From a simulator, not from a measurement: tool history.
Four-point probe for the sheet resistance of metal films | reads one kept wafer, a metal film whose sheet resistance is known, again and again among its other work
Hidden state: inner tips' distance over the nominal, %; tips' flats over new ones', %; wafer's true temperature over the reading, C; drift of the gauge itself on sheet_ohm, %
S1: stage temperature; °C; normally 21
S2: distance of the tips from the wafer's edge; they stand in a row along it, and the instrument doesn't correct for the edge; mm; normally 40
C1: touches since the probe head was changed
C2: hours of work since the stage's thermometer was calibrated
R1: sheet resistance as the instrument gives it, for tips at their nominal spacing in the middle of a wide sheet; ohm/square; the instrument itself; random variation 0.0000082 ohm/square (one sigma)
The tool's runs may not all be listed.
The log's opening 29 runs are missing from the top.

{"run": 30, "hour": 769.4, "S1": 32, "S2": 22, "C1": 71031, "C2": 185, "R1": 0.041203}
{"run": 31, "hour": 808.9, "S1": 26, "S2": 18, "C1": 73334, "C2": 213, "R1": 0.041031}
{"run": 32, "hour": 835.9, "S1": 26, "S2": 18, "C1": 74906, "C2": 232, "R1": 0.041033}
{"run": 33, "hour": 875.3, "S1": 28, "S2": 18, "C1": 77200, "C2": 259, "R1": 0.041082}
{"run": 34, "hour": 914.9, "S1": 26, "S2": 63, "C1": 79505, "C2": 287, "R1": 0.040998}
{"run": 35, "hour": 940.3, "S1": 30, "S2": 32, "C1": 80988, "C2": 306, "R1": 0.041111}
{"run": 36, "hour": 977.2, "S1": 23, "S2": 41, "C1": 83132, "C2": 332, "R1": 0.040882}
{"run": 37, "hour": 1003.0, "S1": 29, "S2": 60, "C1": 84639, "C2": 350, "R1": 0.041088}

4 options for the next run, each taken on its own from the tool as it stands now. Forecast them:
{"run": "A", "hour": 1030.7, "S1": 25, "S2": 11, "C1": 86247, "C2": 369, "R1": "?"}
{"run": "B", "hour": 1030.7, "S1": 29, "S2": 20, "C1": 86247, "C2": 369, "R1": "?"}
{"run": "C", "hour": 1030.7, "S1": 27, "S2": 40, "C1": 86247, "C2": 369, "R1": "?"}
{"run": "D", "hour": 1030.7, "S1": 29, "S2": 5, "C1": 86247, "C2": 369, "R1": "?"}

run=A R1=0.041036
run=B R1=0.041092
run=C R1=0.041001
run=D R1=0.041422
Stripped of hidden state, with their random variation kept, the same runs would have yielded:
run=A R1=0.041353
run=B R1=0.04141
run=C R1=0.041318
run=D R1=0.041742
